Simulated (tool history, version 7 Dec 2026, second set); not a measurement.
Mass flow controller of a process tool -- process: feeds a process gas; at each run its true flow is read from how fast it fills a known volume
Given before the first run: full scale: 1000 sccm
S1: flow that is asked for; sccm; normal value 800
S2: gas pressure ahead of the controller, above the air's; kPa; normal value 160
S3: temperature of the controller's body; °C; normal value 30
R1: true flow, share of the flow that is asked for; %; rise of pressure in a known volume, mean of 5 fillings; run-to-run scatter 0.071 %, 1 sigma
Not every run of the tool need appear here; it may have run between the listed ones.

{"run": 1, "hour": 0.0, "S1": 800, "S2": 160, "S3": 30, "R1": 99.71}
{"run": 2, "hour": 535.1, "S1": 800, "S2": 160, "S3": 30, "R1": 99.89}
{"run": 3, "hour": 1016.5, "S1": 800, "S2": 160, "S3": 30, "R1": 99.79}
{"run": 4, "hour": 1377.8, "S1": 379, "S2": 160, "S3": 30, "R1": 98.97}
{"hour": 1485.1, "done": "controller exchanged for a calibrated one"}
{"run": 5, "hour": 1827.3, "S1": 379, "S2": 160, "S3": 30, "R1": 98.89}
{"run": 6, "hour": 2190.2, "S1": 379, "S2": 160, "S3": 30, "R1": 99.06}
{"run": 7, "hour": 2608.8, "S1": 379, "S2": 160, "S3": 30, "R1": 99.14}
{"run": 8, "hour": 3157.5, "S1": 379, "S2": 160, "S3": 30, "R1": 98.96}
{"run": 9, "hour": 3649.5, "S1": 471, "S2": 160, "S3": 30, "R1": 99.27}
{"run": 10, "hour": 4156.3, "S1": 471, "S2": 160, "S3": 30, "R1": 99.16}
{"run": 11, "hour": 4690.1, "S1": 800, "S2": 160, "S3": 39, "R1": 100.59}
{"run": 12, "hour": 5260.5, "S1": 800, "S2": 160, "S3": 30, "R1": 99.83}
{"run": 13, "hour": 5601.1, "S1": 559, "S2": 160, "S3": 30, "R1": 99.44}
{"run": 14, "hour": 6141.6, "S1": 800, "S2": 264, "S3": 30, "R1": 100.11}
{"run": 15, "hour": 6545.3, "S1": 800, "S2": 264, "S3": 30, "R1": 100.16}
{"run": 16, "hour": 7102.2, "S1": 357, "S2": 212, "S3": 23, "R1": 98.6}
{"run": 17, "hour": 7613.9, "S1": 160, "S2": 212, "S3": 21, "R1": 98.26}
{"run": 18, "hour": 8033.0, "S1": 549, "S2": 160, "S3": 29, "R1": 99.27}
{"run": 19, "hour": 8453.3, "S1": 108, "S2": 179, "S3": 29, "R1": 98.48}
{"run": 20, "hour": 9001.6, "S1": 203, "S2": 177, "S3": 29, "R1": 98.69}
{"run": 21, "hour": 9274.6, "S1": 800, "S2": 160, "S3": 37, "R1": 100.37}
{"run": 22, "hour": 9722.6, "S1": 219, "S2": 206, "S3": 26, "R1": 98.62}
{"run": 23, "hour": 9977.1, "S1": 219, "S2": 206, "S3": 26, "R1": 98.63}
{"run": 24, "hour": 10367.2, "S1": 453, "S2": 269, "S3": 20, "R1": 98.79}
{"run": 25, "hour": 10926.3, "S1": 181, "S2": 252, "S3": 30, "R1": 98.89}
{"run": 26, "hour": 11428.5, "S1": 129, "S2": 200, "S3": 39, "R1": 99.3}

What will run 27 give?
{"hour": 11979.7, "done": "controller's zero set anew"}
{"run": 27, "hour": 11979.7, "S1": 129, "S2": 200, "S3": 39, "R1": "?"}

Run 27 gave R1 99.26 %.
Were there no unlogged condition in the tool, this run, its random variation unchanged, would have produced R1 99.26 %.
